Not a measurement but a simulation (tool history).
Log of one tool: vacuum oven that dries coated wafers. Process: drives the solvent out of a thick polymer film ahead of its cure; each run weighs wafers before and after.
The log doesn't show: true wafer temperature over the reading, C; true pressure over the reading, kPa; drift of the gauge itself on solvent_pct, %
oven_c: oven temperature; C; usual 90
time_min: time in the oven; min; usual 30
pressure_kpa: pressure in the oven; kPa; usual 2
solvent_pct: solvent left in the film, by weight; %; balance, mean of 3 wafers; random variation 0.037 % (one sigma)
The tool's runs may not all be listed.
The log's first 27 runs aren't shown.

run   hour  oven_c  time_min  pressure_kpa  hours of work since the thermocouples were calibrated  hours of work since the vacuum gauge was cleaned of residue  solvent_pct
 28    794      91        18           7.5                                                   1313                                                         1033         7.19
 29  830.4      91        18           7.5                                                   1331                                                         1051         7.08
 30    857      81        30          7.49                                                   1343                                                         1063         9.01
 31    878      81        30          7.49                                                   1353                                                         1074         9.08
 32  917.8      90        20          7.27                                                   1372                                                         1093         7.01
 33  951.4      90        40          7.66                                                   1389                                                         1109         4.68
 34  969.1      90        45          2.75                                                   1397                                                         1117          2.1
 35  998.5      76        29             2                                                   1411                                                         1131         8.61

Forecast each of these 5 alternatives for the next run:
  A  1034.9     105        21          4.06                                                   1429                                                         1149            ?
  B  1034.9      79        45          3.74                                                   1429                                                         1149            ?
  C  1034.9      98        34             2                                                   1429                                                         1149            ?
  D  1034.9      76        20          7.27                                                   1429                                                         1149            ?
  E  1034.9      76        44          4.19                                                   1429                                                         1149            ?

run  solvent_pct
  A         1.58
  B         6.16
  C         1.12
  D        12.33
  E         7.87
Without the tool's hidden state the same runs would have given:
run  solvent_pct
  A         1.59
  B         6.19
  C         1.13
  D        12.36
  E         7.91
